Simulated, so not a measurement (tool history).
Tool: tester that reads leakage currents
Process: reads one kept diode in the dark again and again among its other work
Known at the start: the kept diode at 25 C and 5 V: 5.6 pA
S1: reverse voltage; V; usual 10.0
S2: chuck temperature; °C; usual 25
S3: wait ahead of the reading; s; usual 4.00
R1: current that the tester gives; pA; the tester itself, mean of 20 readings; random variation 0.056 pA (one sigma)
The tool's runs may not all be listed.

run,day,S1,S2,S3,R1
1,0.000,10.0,25,4.00,8.15
2,1.354,10.0,60,4.00,99.45
3,1.942,10.0,25,1.00,9.74
4,2.917,10.0,25,1.00,9.78
5,4.088,10.0,25,1.00,9.81
6,5.188,10.0,25,1.00,9.78
7,6.250,10.0,25,1.00,9.79
8,7.496,10.0,25,1.00,9.76
9,8.775,10.0,32,4.00,13.83
10,9.758,10.0,32,4.00,13.70
11,10.912,10.0,32,4.00,13.84
12,12.238,10.0,25,2.12,8.67
13,12.933,10.0,25,2.12,8.72
14,14.150,10.0,25,0.72,10.63
15,15.462,10.0,25,0.74,10.65
16,16.800,10.0,25,0.74,10.56
17,17.867,10.0,25,0.74,10.73
18,18.662,10.0,25,0.74,10.68
19,19.421,10.0,25,4.00,8.17
20,20.246,10.0,25,4.00,8.03
21,21.250,10.0,25,4.00,8.19
22,22.408,10.0,46,0.40,43.18
23,23.333,2.6,56,4.00,43.89
24,24.208,2.4,49,4.00,26.19
25,25.100,2.4,49,4.00,25.92
26,26.433,8.1,31,9.97,11.47
27,27.675,4.0,27,2.44,6.45
28,28.692,4.0,27,2.44,6.48
29,30.079,1.6,25,4.00,3.58
30,30.800,10.0,55,0.38,76.23
31,32.088,10.0,31,1.24,14.04
32,33.158,2.4,22,1.77,3.56
33,34.454,10.0,22,4.00,6.59
# day 34.971: chuck's temperature calibrated
34,35.417,5.8,28,7.96,7.86
35,36.562,1.9,25,4.30,3.86
36,37.400,1.9,44,6.33,16.49
37,37.979,18.8,25,5.11,10.78
38,39.188,1.4,43,0.62,14.11
39,40.058,10.0,25,1.42,9.30
40,41.083,10.0,25,1.42,9.22
41,41.796,10.0,25,1.42,9.24

3 ways to go on from here, each from the tool as it stands after run 41. What would each give?
A,43.100,10.0,24,1.78,?
B,43.100,2.8,25,0.68,?
C,43.100,1.8,25,1.42,?

run,R1
A,8.34
B,5.38
C,4.00
Without the tool's hidden state the same runs would have given:
run,R1
A,8.33
B,5.37
C,3.99
